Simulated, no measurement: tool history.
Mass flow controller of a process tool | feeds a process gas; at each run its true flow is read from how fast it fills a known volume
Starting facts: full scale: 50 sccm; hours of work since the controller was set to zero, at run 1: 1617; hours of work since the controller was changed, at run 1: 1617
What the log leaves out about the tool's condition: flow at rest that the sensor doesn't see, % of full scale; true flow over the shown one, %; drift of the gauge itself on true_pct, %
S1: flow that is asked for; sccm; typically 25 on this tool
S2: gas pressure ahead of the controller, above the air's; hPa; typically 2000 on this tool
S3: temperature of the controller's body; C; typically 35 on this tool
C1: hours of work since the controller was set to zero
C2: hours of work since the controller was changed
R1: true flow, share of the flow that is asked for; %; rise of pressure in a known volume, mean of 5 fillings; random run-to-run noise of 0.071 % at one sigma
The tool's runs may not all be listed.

| run | hour | S1 | S2 | S3 | C1 | C2 | R1 |
|---|---|---|---|---|---|---|---|
| 1 | 0 | 25 | 2000 | 35 | 1617 | 1617 | 100.38 |
| 2 | 43.4 | 16 | 2000 | 35 | 1635 | 1635 | 100.29 |
| 3 | 126.6 | 16 | 2000 | 35 | 1669 | 1669 | 100.35 |
| 4 | 204.8 | 16 | 2000 | 25 | 1701 | 1701 | 99.68 |
| 5 | 262.8 | 5 | 2000 | 35 | 1725 | 1725 | 100.22 |
| 6 | 310.7 | 5 | 2000 | 35 | 1745 | 1745 | 100.07 |
| 7 | 358 | 5 | 2000 | 35 | 1764 | 1764 | 100.23 |
| 8 | 428.4 | 5 | 2490 | 35 | 1793 | 1793 | 100.3 |
| 9 | 498.2 | 5 | 2490 | 35 | 1821 | 1821 | 100.28 |
| 10 | 568.9 | 5 | 2490 | 35 | 1850 | 1850 | 100.25 |
| 11 | 666.5 | 9 | 2490 | 35 | 1890 | 1890 | 100.08 |
| 12 | 723.8 | 25 | 1590 | 36 | 1914 | 1914 | 100.13 |
| 13 | 817.3 | 10 | 2100 | 35 | 1952 | 1952 | 100.09 |
| 14 | 857.7 | 8 | 2000 | 39 | 1969 | 1969 | 100.12 |
| 15 | 929 | 8 | 2000 | 39 | 1998 | 1998 | 100.26 |
| 16 | 1021.8 | 8 | 2000 | 39 | 2036 | 2036 | 100.13 |
| 17 | 1106.3 | 8 | 2000 | 39 | 2071 | 2071 | 100.09 |
| 18 | 1150.6 | 8 | 2000 | 32 | 2089 | 2089 | 99.78 |
| 19 | 1192.6 | 40 | 2000 | 23 | 2106 | 2106 | 99.47 |
| 20 | 1236 | 40 | 2000 | 23 | 2124 | 2124 | 99.41 |
| 21 | 1333.5 | 40 | 2000 | 23 | 2164 | 2164 | 99.32 |

Forecast each of these 4 alternatives for the next run:
| A | 1428.8 | 10 | 1470 | 28 | 2203 | 2203 | ? |
| B | 1428.8 | 25 | 1790 | 24 | 2203 | 2203 | ? |
| C | 1428.8 | 42 | 1720 | 26 | 2203 | 2203 | ? |
| D | 1428.8 | 11 | 1570 | 35 | 2203 | 2203 | ? |

| run | R1 |
|---|---|
| A | 99.21 |
| B | 99.27 |
| C | 99.41 |
| D | 99.67 |
With the hidden condition removed and each run's random variation left untouched, the same runs would have given:
| run | R1 |
|---|---|
| A | 99.68 |
| B | 99.74 |
| C | 99.88 |
| D | 100.15 |
